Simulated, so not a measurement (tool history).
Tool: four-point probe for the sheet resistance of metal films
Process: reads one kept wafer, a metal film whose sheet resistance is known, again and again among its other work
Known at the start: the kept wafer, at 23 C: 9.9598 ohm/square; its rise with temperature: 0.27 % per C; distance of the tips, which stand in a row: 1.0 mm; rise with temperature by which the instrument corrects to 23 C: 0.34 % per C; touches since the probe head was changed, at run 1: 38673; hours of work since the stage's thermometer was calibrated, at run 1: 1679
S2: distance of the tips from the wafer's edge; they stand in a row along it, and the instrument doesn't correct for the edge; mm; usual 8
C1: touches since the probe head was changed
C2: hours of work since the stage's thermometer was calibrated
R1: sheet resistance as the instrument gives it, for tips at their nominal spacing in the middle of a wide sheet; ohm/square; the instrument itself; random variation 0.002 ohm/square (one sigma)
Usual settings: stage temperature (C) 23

{"run": 1, "hour": 0.0, "stage temperature (C)": 23, "S2": 8, "C1": 38673, "C2": 1679, "R1": 10.082884}
{"run": 2, "hour": 47.0, "stage temperature (C)": 23, "S2": 16, "C1": 40467, "C2": 1703, "R1": 10.023182}
{"run": 3, "hour": 81.0, "stage temperature (C)": 27, "S2": 8, "C1": 41765, "C2": 1720, "R1": 10.053099}
{"run": 4, "hour": 125.8, "stage temperature (C)": 27, "S2": 8, "C1": 43477, "C2": 1743, "R1": 10.050617}
{"hour": 130.1, "done": "stage's thermometer calibrated"}
{"run": 5, "hour": 165.3, "stage temperature (C)": 27, "S2": 8, "C1": 44967, "C2": 18, "R1": 10.050879}
{"run": 6, "hour": 210.6, "stage temperature (C)": 27, "S2": 8, "C1": 46698, "C2": 41, "R1": 10.054204}
{"hour": 214.8, "done": "stage's thermometer calibrated, once more"}
{"run": 7, "hour": 258.2, "stage temperature (C)": 27, "S2": 8, "C1": 48500, "C2": 22, "R1": 10.073818}

The next listed run, before its measurement:
{"run": 8, "hour": 293.5, "stage temperature (C)": 21, "S2": 8, "C1": 49847, "C2": 40, "R1": "?"}

Run 8 gave R1 10.12164 ohm/square.
Without the tool's hidden state the same run would have given R1 10.061833 ohm/square.

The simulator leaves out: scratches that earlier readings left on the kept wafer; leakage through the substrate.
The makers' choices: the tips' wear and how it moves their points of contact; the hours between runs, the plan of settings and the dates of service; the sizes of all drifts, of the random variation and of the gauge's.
